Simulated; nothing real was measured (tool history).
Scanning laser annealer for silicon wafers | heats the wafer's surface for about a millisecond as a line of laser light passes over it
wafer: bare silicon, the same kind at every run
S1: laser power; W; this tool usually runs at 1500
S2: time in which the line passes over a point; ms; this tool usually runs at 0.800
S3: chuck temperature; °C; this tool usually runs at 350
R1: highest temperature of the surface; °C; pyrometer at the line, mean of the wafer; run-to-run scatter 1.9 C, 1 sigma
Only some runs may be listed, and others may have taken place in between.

run     day    S1     S2   S3    R1
  1   0.000  1500  0.800  350  1160
  2   1.158  1500  0.800  350  1160
  3   1.933  1516  0.800  350  1170
  4   2.508  1516  0.800  350  1164
  5   3.038  1516  0.800  350  1168
  6   4.138  1516  0.800  350  1171
  7   4.708  1516  0.800  350  1165
  8   5.517  1516  0.800  350  1167
  9   6.467  1516  0.800  350  1167
      6.667  -- laser's power meter calibrated
 10   7.167  1500  0.800  350  1153
 11   8.108  1455  0.693  354  1080
 12   9.025  1355  0.718  362  1042
 13   9.850  1533  0.664  329  1087
 14  10.429  1533  0.664  329  1086
 15  11.400  1533  0.664  358  1115
     12.050  -- laser's power meter calibrated, once more
 16  12.183  1641  0.906  319  1266
 17  12.708  1535  0.820  314  1149

The next listed run, before its measurement:
 18  13.258  1500  0.798  347   ?

R1: 1152 °C
Were there no unlogged condition in the tool, this run, its random variation unchanged, would have produced R1 1170 °C.

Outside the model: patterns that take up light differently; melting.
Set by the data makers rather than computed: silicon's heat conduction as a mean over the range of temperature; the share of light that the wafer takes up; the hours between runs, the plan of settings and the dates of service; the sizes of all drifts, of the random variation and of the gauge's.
